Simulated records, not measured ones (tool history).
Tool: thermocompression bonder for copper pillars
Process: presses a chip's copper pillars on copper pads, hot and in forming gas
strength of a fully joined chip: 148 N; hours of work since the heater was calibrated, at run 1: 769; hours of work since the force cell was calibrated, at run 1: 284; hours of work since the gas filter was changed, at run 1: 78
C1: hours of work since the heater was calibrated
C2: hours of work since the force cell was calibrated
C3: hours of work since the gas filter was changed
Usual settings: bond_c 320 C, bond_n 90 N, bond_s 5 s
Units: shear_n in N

run 1 hour=0 | bond_c=320 bond_n=90 bond_s=5 | C1=769 C2=284 C3=78 | shear_n=111.1
-- hour=36.3 heater calibrated with a thermocouple chip
run 2 hour=78.2 | bond_c=320 bond_n=90 bond_s=5 | C1=28 C2=335 C3=129 | shear_n=107.9
run 3 hour=115 | bond_c=320 bond_n=110 bond_s=5 | C1=53 C2=360 C3=154 | shear_n=121.7
run 4 hour=184.8 | bond_c=337 bond_n=90 bond_s=5 | C1=100 C2=407 C3=201 | shear_n=120.4
run 5 hour=223.4 | bond_c=337 bond_n=90 bond_s=5 | C1=126 C2=433 C3=227 | shear_n=120.3
run 6 hour=257.6 | bond_c=299 bond_n=90 bond_s=5 | C1=149 C2=456 C3=250 | shear_n=87.9
run 7 hour=307.8 | bond_c=320 bond_n=66 bond_s=5 | C1=183 C2=490 C3=284 | shear_n=82.8
run 8 hour=346.4 | bond_c=320 bond_n=66 bond_s=5 | C1=208 C2=516 C3=310 | shear_n=82.4
run 9 hour=382.6 | bond_c=320 bond_n=66 bond_s=5 | C1=233 C2=540 C3=334 | shear_n=83.2
run 10 hour=428.8 | bond_c=320 bond_n=66 bond_s=5 | C1=264 C2=571 C3=365 | shear_n=83
run 11 hour=464.4 | bond_c=320 bond_n=76 bond_s=5 | C1=288 C2=595 C3=389 | shear_n=94
-- hour=517.4 forming gas filter changed
run 12 hour=535.5 | bond_c=320 bond_n=90 bond_s=5 | C1=335 C2=643 C3=12 | shear_n=113.4
run 13 hour=587.6 | bond_c=320 bond_n=90 bond_s=7 | C1=370 C2=678 C3=47 | shear_n=120.3
run 14 hour=631.7 | bond_c=320 bond_n=63 bond_s=5 | C1=400 C2=707 C3=77 | shear_n=84.9
run 15 hour=687.8 | bond_c=347 bond_n=90 bond_s=5 | C1=438 C2=745 C3=115 | shear_n=131.1
run 16 hour=736.9 | bond_c=347 bond_n=90 bond_s=5 | C1=471 C2=778 C3=148 | shear_n=130.6
run 17 hour=774.1 | bond_c=320 bond_n=90 bond_s=5 | C1=496 C2=803 C3=173 | shear_n=111.7
run 18 hour=820.6 | bond_c=339 bond_n=90 bond_s=5 | C1=527 C2=834 C3=204 | shear_n=126.3
run 19 hour=872.7 | bond_c=339 bond_n=62 bond_s=5 | C1=562 C2=869 C3=239 | shear_n=98.9
run 20 hour=911 | bond_c=339 bond_n=62 bond_s=5 | C1=588 C2=895 C3=265 | shear_n=99.1
run 21 hour=963.4 | bond_c=339 bond_n=54 bond_s=4 | C1=623 C2=930 C3=300 | shear_n=82.9
run 22 hour=1030.4 | bond_c=307 bond_n=54 bond_s=12 | C1=668 C2=975 C3=345 | shear_n=83.6
-- hour=1090.4 force cell calibrated
run 23 hour=1090.4 | bond_c=307 bond_n=54 bond_s=12 | C1=707 C2=0 C3=384 | shear_n=79
run 24 hour=1127.4 | bond_c=307 bond_n=54 bond_s=12 | C1=732 C2=25 C3=409 | shear_n=79
-- hour=1152.6 forming gas filter changed
run 25 hour=1193.3 | bond_c=307 bond_n=54 bond_s=12 | C1=776 C2=69 C3=27 | shear_n=84.3
-- hour=1223.6 heater calibrated with a thermocouple chip
run 26 hour=1233 | bond_c=307 bond_n=54 bond_s=12 | C1=6 C2=94 C3=53 | shear_n=75.4
run 27 hour=1290.6 | bond_c=307 bond_n=54 bond_s=12 | C1=45 C2=133 C3=91 | shear_n=76.2
run 28 hour=1341.8 | bond_c=330 bond_n=125 bond_s=12 | C1=79 C2=167 C3=126 | shear_n=141.4
run 29 hour=1397.8 | bond_c=333 bond_n=88 bond_s=3 | C1=117 C2=205 C3=163 | shear_n=100.9
run 30 hour=1455 | bond_c=336 bond_n=62 bond_s=9 | C1=156 C2=243 C3=202 | shear_n=105.4
run 31 hour=1499.4 | bond_c=336 bond_n=62 bond_s=9 | C1=185 C2=273 C3=232 | shear_n=105
run 32 hour=1545 | bond_c=336 bond_n=62 bond_s=9 | C1=216 C2=304 C3=262 | shear_n=105.3
run 33 hour=1592 | bond_c=336 bond_n=65 bond_s=5 | C1=248 C2=336 C3=294 | shear_n=93.4
run 34 hour=1633.7 | bond_c=346 bond_n=86 bond_s=3 | C1=276 C2=364 C3=322 | shear_n=109.4
run 35 hour=1668.5 | bond_c=315 bond_n=60 bond_s=3 | C1=299 C2=387 C3=345 | shear_n=57.7
run 36 hour=1724 | bond_c=337 bond_n=135 bond_s=14 | C1=336 C2=424 C3=383 | shear_n=138.1
-- hour=1788.3 forming gas filter changed
run 37 hour=1795.9 | bond_c=337 bond_n=135 bond_s=14 | C1=384 C2=472 C3=5 | shear_n=144.6
run 38 hour=1837 | bond_c=337 bond_n=135 bond_s=3 | C1=412 C2=500 C3=33 | shear_n=137
run 39 hour=1897.4 | bond_c=332 bond_n=106 bond_s=3 | C1=453 C2=540 C3=73 | shear_n=119.9

How the hidden state differs across the entries between the runs, from the last listed run before each to the first after it:
Between runs 1 and 2: heater calibrated with a thermocouple chip (hour 36.3)
  true temperature of the bond over the reading, C: 5.1 -> 1.9; force that reaches the chip, % of what is set: 101.7 -> 102; oxide that the forming gas leaves, % of the face: 1.71 -> 2.41
  measured less the result without the state, shear_n: +4.5 -> +1.2 N
Between runs 11 and 12: forming gas filter changed (hour 517.4)
  true temperature of the bond over the reading, C: 4 -> 4.5; force that reaches the chip, % of what is set: 103.3 -> 103.6; oxide that the forming gas leaves, % of the face: 6.26 -> 0.74
  measured less the result without the state, shear_n: +0.7 -> +6.4 N
Between runs 22 and 23: force cell calibrated (hour 1090.4)
  true temperature of the bond over the reading, C: 7.1 -> 7.4; force that reaches the chip, % of what is set: 105.2 -> 100.2; oxide that the forming gas leaves, % of the face: 5.58 -> 6.19
  measured less the result without the state, shear_n: +6.4 -> +2.4 N
Between runs 24 and 25: forming gas filter changed (hour 1152.6)
  true temperature of the bond over the reading, C: 7.6 -> 8; force that reaches the chip, % of what is set: 100.3 -> 100.5; oxide that the forming gas leaves, % of the face: 6.55 -> 1.02
  measured less the result without the state, shear_n: +2.4 -> +7.5 N
Between runs 25 and 26: heater calibrated with a thermocouple chip (hour 1223.6)
  true temperature of the bond over the reading, C: 8 -> -1.1; force that reaches the chip, % of what is set: 100.5 -> 100.6; oxide that the forming gas leaves, % of the face: 1.02 -> 1.42
  measured less the result without the state, shear_n: +7.5 -> -1.2 N
Between runs 36 and 37: forming gas filter changed (hour 1788.3)
  true temperature of the bond over the reading, C: 1.6 -> 2; force that reaches the chip, % of what is set: 102.3 -> 102.6; oxide that the forming gas leaves, % of the face: 6.15 -> 0.72
  measured less the result without the state, shear_n: -8.1 -> -0.1 N
